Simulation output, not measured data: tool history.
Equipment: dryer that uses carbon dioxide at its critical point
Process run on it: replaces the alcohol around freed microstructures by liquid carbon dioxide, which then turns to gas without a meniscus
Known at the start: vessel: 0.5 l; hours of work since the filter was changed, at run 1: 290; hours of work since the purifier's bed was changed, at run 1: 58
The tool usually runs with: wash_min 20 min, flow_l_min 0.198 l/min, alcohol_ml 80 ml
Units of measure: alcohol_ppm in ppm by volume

run,day,wash_min,flow_l_min,alcohol_ml,hours of work since the filter was changed,hours of work since the purifier's bed was changed,alcohol_ppm
1,0.000,20,0.198,80,290,58,773
2,0.325,20,0.198,80,293,61,785
3,0.729,28,0.198,80,297,65,107
4,1.050,15,0.198,80,301,68,3008
5,1.458,15,0.198,80,305,73,2988
6,1.679,15,0.198,80,307,75,3004
7,2.117,15,0.198,80,311,79,3043
8,2.338,15,0.198,80,314,82,3136
9,2.629,15,0.198,80,317,85,3082
10,2.904,20,0.198,97,320,87,1043
11,3.321,20,0.183,80,324,92,1281
12,3.617,20,0.183,80,327,95,1277
13,3.888,20,0.198,28,330,97,319
14,4.271,20,0.198,28,334,101,310
15,4.692,20,0.198,32,338,106,351
16,4.996,20,0.283,80,341,109,113
17,5.388,20,0.283,80,345,113,101
18,5.600,20,0.198,80,347,115,908
19,5.908,20,0.198,80,350,118,902
20,6.288,20,0.198,80,354,122,927
21,6.638,20,0.198,80,358,126,943
22,7.000,21,0.198,80,362,129,724
23,7.183,17,0.157,24,364,131,1551
24,7.388,17,0.157,24,366,133,1526
25,7.667,17,0.157,24,369,136,1540
26,7.862,17,0.157,24,371,138,1538
27,8.054,20,0.176,80,372,140,1724
28,8.371,20,0.176,49,376,144,1039
29,8.575,20,0.176,49,378,146,1067
30,8.808,22,0.121,42,380,148,2863
31,9.000,22,0.121,42,382,150,2803
32,9.233,22,0.121,42,385,152,2770
# day 9.292: inlet filter changed
33,9.496,26,0.309,38,2,155,7
34,9.867,31,0.120,23,6,158,202
35,10.129,31,0.120,23,9,161,187
36,10.446,27,0.295,26,12,164,21
37,10.783,27,0.295,26,15,168,7
38,11.025,20,0.327,80,18,170,24
39,11.221,20,0.327,80,20,172,16
40,11.483,20,0.327,80,22,175,24
41,11.883,20,0.327,80,27,179,26
42,12.258,20,0.123,80,30,183,4260
43,12.458,32,0.123,62,33,185,385

Here are 3 independent what-if runs from the current tool condition. What would each one return?
A,12.892,18,0.123,62,37,190,?
B,12.892,30,0.303,82,37,190,?
C,12.892,13,0.328,23,37,190,?

run,alcohol_ppm
A,4800
B,15
C,72
With no hidden state in the tool, these same runs would have given:
run,alcohol_ppm
A,4530
B,6
C,55
